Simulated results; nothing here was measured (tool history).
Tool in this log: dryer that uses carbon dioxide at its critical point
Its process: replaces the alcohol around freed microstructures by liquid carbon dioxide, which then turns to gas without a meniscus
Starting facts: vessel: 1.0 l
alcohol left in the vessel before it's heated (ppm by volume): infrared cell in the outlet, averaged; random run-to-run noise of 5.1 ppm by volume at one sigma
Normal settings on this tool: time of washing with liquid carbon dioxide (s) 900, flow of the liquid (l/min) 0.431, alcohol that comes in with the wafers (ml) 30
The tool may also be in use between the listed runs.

| run | hour | time of washing with liquid carbon dioxide (s) | flow of the liquid (l/min) | alcohol that comes in with the wafers (ml) | alcohol left in the vessel before it's heated (ppm by volume) |
|---|---|---|---|---|---|
| 1 | 0 | 900 | 0.431 | 30 | 86 |
| 2 | 7 | 900 | 0.431 | 30 | 92 |
| 3 | 12.4 | 900 | 0.327 | 30 | 314 |
| 4 | 18.8 | 900 | 0.327 | 30 | 303 |
| 5 | 29.4 | 900 | 0.327 | 30 | 298 |
| 6 | 38.7 | 900 | 0.327 | 30 | 319 |
| 7 | 47.5 | 600 | 0.431 | 30 | 544 |
| 8 | 58.4 | 720 | 0.431 | 30 | 259 |
| 9 | 65.4 | 720 | 0.431 | 30 | 268 |
| 10 | 77.1 | 900 | 0.303 | 30 | 430 |
| 11 | 82.7 | 900 | 0.303 | 30 | 449 |
| 12 | 90.1 | 900 | 0.716 | 30 | 15 |
| 13 | 96.9 | 1200 | 0.431 | 30 | 35 |
| 14 | 104.3 | 1260 | 0.431 | 30 | 25 |
| 15 | 112.4 | 1260 | 0.431 | 30 | 28 |
| 16 | 121.4 | 1260 | 0.431 | 30 | 26 |
| 17 | 131.7 | 660 | 0.431 | 30 | 397 |
| 18 | 136.7 | 660 | 0.431 | 30 | 387 |
| 19 | 148.4 | 660 | 0.431 | 30 | 402 |
| 20 | 154.8 | 660 | 0.545 | 30 | 137 |
| 21 | 160.7 | 1380 | 0.431 | 30 | 23 |
| 22 | 168.1 | 1380 | 0.431 | 30 | 28 |
| 23 | 177.7 | 900 | 0.485 | 30 | 58 |
| 24 | 188.5 | 900 | 0.431 | 30 | 104 |
|  | 194.7 | inlet filter changed |
| 25 | 194.7 | 900 | 0.458 | 30 | 61 |
| 26 | 201.7 | 900 | 0.458 | 31 | 63 |
| 27 | 209.5 | 600 | 0.431 | 30 | 491 |
| 28 | 216.3 | 900 | 0.616 | 30 | 21 |
| 29 | 225.1 | 900 | 0.616 | 30 | 24 |
| 30 | 231.6 | 900 | 0.616 | 30 | 34 |
| 31 | 238.1 | 900 | 0.616 | 30 | 36 |
| 32 | 248.8 | 900 | 0.561 | 37 | 33 |
| 33 | 256 | 1260 | 0.36 | 88 | 84 |
| 34 | 267.9 | 1260 | 0.36 | 88 | 86 |
| 35 | 274.2 | 840 | 0.472 | 88 | 179 |
| 36 | 283.8 | 840 | 0.472 | 88 | 188 |
| 37 | 290.5 | 840 | 0.619 | 88 | 48 |
| 38 | 299.2 | 840 | 0.619 | 88 | 47 |
| 39 | 307.3 | 840 | 0.619 | 88 | 51 |
| 40 | 317.7 | 840 | 0.619 | 88 | 51 |
| 41 | 322.8 | 900 | 0.493 | 46 | 70 |
| 42 | 331.5 | 900 | 0.431 | 79 | 199 |
| 43 | 339.3 | 900 | 0.354 | 33 | 243 |
| 44 | 350.8 | 1200 | 0.437 | 92 | 53 |
| 45 | 358.8 | 840 | 0.313 | 32 | 521 |
| 46 | 365.4 | 900 | 0.712 | 30 | 37 |
| 47 | 373.9 | 900 | 0.712 | 30 | 31 |

What would each run have given without the hidden state, its run-to-run variation left as it was?
Hidden state at play: flow that reaches the vessel past the clogged filter, %; alcohol in the recycled carbon dioxide, ppm; drift of the gauge itself on alcohol_ppm, %.
| run | alcohol left in the vessel before it's heated (ppm by volume) |
|---|---|
| 1 | 62 |
| 2 | 67 |
| 3 | 260 |
| 4 | 247 |
| 5 | 241 |
| 6 | 257 |
| 7 | 452 |
| 8 | 201 |
| 9 | 209 |
| 10 | 342 |
| 11 | 359 |
| 12 | 0 |
| 13 | 16 |
| 14 | 7 |
| 15 | 9 |
| 16 | 7 |
| 17 | 300 |
| 18 | 289 |
| 19 | 302 |
| 20 | 86 |
| 21 | 3 |
| 22 | 8 |
| 23 | 27 |
| 24 | 59 |
| 25 | 41 |
| 26 | 42 |
| 27 | 462 |
| 28 | 2 |
| 29 | 4 |
| 30 | 14 |
| 31 | 16 |
| 32 | 11 |
| 33 | 58 |
| 34 | 59 |
| 35 | 143 |
| 36 | 149 |
| 37 | 22 |
| 38 | 21 |
| 39 | 25 |
| 40 | 24 |
| 41 | 40 |
| 42 | 151 |
| 43 | 193 |
| 44 | 23 |
| 45 | 438 |
| 46 | 13 |
| 47 | 5 |
